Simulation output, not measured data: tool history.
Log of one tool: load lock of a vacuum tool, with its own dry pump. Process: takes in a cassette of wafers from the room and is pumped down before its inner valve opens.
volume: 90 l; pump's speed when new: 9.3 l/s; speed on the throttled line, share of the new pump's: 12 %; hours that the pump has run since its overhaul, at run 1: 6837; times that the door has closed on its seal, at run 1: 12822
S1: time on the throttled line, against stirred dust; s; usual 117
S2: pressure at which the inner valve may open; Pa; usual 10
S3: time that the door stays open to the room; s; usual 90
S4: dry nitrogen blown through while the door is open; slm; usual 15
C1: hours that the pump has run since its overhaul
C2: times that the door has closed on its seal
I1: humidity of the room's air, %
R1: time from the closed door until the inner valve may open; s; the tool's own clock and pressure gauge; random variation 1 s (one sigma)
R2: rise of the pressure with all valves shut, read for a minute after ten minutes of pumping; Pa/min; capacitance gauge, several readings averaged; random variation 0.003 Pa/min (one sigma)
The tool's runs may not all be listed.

run 1 hour=0 | S1=117 S2=10 S3=90 S4=15 | C1=6837 C2=12822 | I1=45.5 | R1=201 R2=0.128
run 2 hour=81.3 | S1=117 S2=10 S3=90 S4=15 | C1=6918 C2=13023 | I1=45.5 | R1=202.7 R2=0.129
run 3 hour=230 | S1=117 S2=10 S3=90 S4=15 | C1=7067 C2=13391 | I1=45.1 | R1=201.5 R2=0.136
run 4 hour=379.9 | S1=117 S2=10 S3=90 S4=15 | C1=7217 C2=13762 | I1=47.7 | R1=202.9 R2=0.137
run 5 hour=561.7 | S1=117 S2=10 S3=66 S4=15 | C1=7399 C2=14212 | I1=42 | R1=200.6 R2=0.131
run 6 hour=705.1 | S1=117 S2=10 S3=66 S4=15 | C1=7542 C2=14567 | I1=39 | R1=203 R2=0.142
run 7 hour=892.3 | S1=117 S2=10 S3=66 S4=15 | C1=7729 C2=15030 | I1=41 | R1=200.6 R2=0.148
run 8 hour=1053.3 | S1=90 S2=7 S3=43 S4=6 | C1=7890 C2=15428 | I1=49.5 | R1=183.3 R2=0.153
run 9 hour=1240.7 | S1=90 S2=7 S3=97 S4=6 | C1=8078 C2=15892 | I1=44 | R1=185.2 R2=0.167
run 10 hour=1389.5 | S1=206 S2=14 S3=90 S4=34 | C1=8226 C2=16260 | I1=48.4 | R1=277.6 R2=0.158
run 11 hour=1480 | S1=206 S2=14 S3=90 S4=34 | C1=8317 C2=16484 | I1=46.9 | R1=276.2 R2=0.16
run 12 hour=1615.7 | S1=206 S2=14 S3=90 S4=34 | C1=8453 C2=16820 | I1=45.1 | R1=276.9 R2=0.176
run 13 hour=1739 | S1=117 S2=17 S3=25 S4=15 | C1=8576 C2=17125 | I1=47.7 | R1=197 R2=0.166
run 14 hour=1902.3 | S1=117 S2=17 S3=25 S4=15 | C1=8739 C2=17529 | I1=45.7 | R1=195.9 R2=0.172

3 ways to go on from here, each from the tool as it stands after run 14. What would each give?
run A hour=1980.8 | S1=61 S2=17 S3=156 S4=15 | C1=8818 C2=17723 | I1=44.6 | R1=? R2=?
run B hour=1980.8 | S1=117 S2=17 S3=25 S4=7 | C1=8818 C2=17723 | I1=43.4 | R1=? R2=?
run C hour=1980.8 | S1=127 S2=17 S3=89 S4=15 | C1=8818 C2=17723 | I1=47.2 | R1=? R2=?

run=A R1=149.5 R2=0.194
run=B R1=199 R2=0.18
run=C R1=206.8 R2=0.191
Without the tool's hidden state the same runs would have given:
run=A R1=138.9 R2=0.039
run=B R1=189.3 R2=0.02
run=C R1=197 R2=0.032
